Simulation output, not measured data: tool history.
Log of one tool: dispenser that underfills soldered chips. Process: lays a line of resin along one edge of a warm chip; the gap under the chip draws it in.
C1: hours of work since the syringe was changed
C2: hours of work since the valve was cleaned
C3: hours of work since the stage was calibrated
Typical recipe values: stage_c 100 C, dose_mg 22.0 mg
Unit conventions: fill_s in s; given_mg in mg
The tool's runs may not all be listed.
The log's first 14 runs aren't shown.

{"day": 4.429, "done": "new syringe of resin"}
{"run": 15, "day": 4.621, "stage_c": 100, "dose_mg": 22.0, "C1": 3, "C2": 13, "C3": 181, "fill_s": 613.0, "given_mg": 21.8}
{"run": 16, "day": 5.033, "stage_c": 100, "dose_mg": 27.4, "C1": 10, "C2": 20, "C3": 188, "fill_s": 1126.3, "given_mg": 26.85}
{"day": 5.104, "done": "new syringe of resin"}
{"run": 17, "day": 5.367, "stage_c": 90, "dose_mg": 22.0, "C1": 4, "C2": 26, "C3": 194, "fill_s": 936.6, "given_mg": 21.64}
{"run": 18, "day": 5.617, "stage_c": 89, "dose_mg": 20.0, "C1": 9, "C2": 30, "C3": 198, "fill_s": 1421.4, "given_mg": 19.51}
{"day": 5.779, "done": "new syringe of resin"}
{"run": 19, "day": 6.021, "stage_c": 105, "dose_mg": 22.8, "C1": 4, "C2": 37, "C3": 205, "fill_s": 561.5, "given_mg": 22.21}
{"run": 20, "day": 6.258, "stage_c": 102, "dose_mg": 20.7, "C1": 8, "C2": 41, "C3": 209, "fill_s": 872.3, "given_mg": 20.11}
{"day": 6.446, "done": "new syringe of resin"}
{"run": 21, "day": 6.446, "stage_c": 102, "dose_mg": 20.7, "C1": 0, "C2": 44, "C3": 212, "fill_s": 416.7, "given_mg": 20.03}
{"run": 22, "day": 6.725, "stage_c": 103, "dose_mg": 26.9, "C1": 5, "C2": 49, "C3": 217, "fill_s": 610.4, "given_mg": 25.78}
{"run": 23, "day": 6.921, "stage_c": 98, "dose_mg": 27.5, "C1": 8, "C2": 52, "C3": 220, "fill_s": 953.7, "given_mg": 26.41}
{"day": 7.138, "done": "new syringe of resin"}
{"run": 24, "day": 7.304, "stage_c": 88, "dose_mg": 23.1, "C1": 3, "C2": 58, "C3": 226, "fill_s": 819.8, "given_mg": 22.28}
{"run": 25, "day": 7.654, "stage_c": 100, "dose_mg": 19.6, "C1": 9, "C2": 64, "C3": 232, "fill_s": 1005.9, "given_mg": 18.73}
{"day": 7.804, "done": "new syringe of resin"}
{"run": 26, "day": 7.933, "stage_c": 106, "dose_mg": 19.3, "C1": 2, "C2": 69, "C3": 237, "fill_s": 470.2, "given_mg": 18.33}

For run 27, what comes out?
{"run": 27, "day": 8.188, "stage_c": 114, "dose_mg": 25.9, "C1": 7, "C2": 73, "C3": 241, "fill_s": "?", "given_mg": "?"}

Run 27 produced fill_s 519.4 s, given_mg 24.62 mg.
The same run, on a tool lacking any hidden state, would have yielded fill_s 303.3 s, given_mg 26.01 mg.
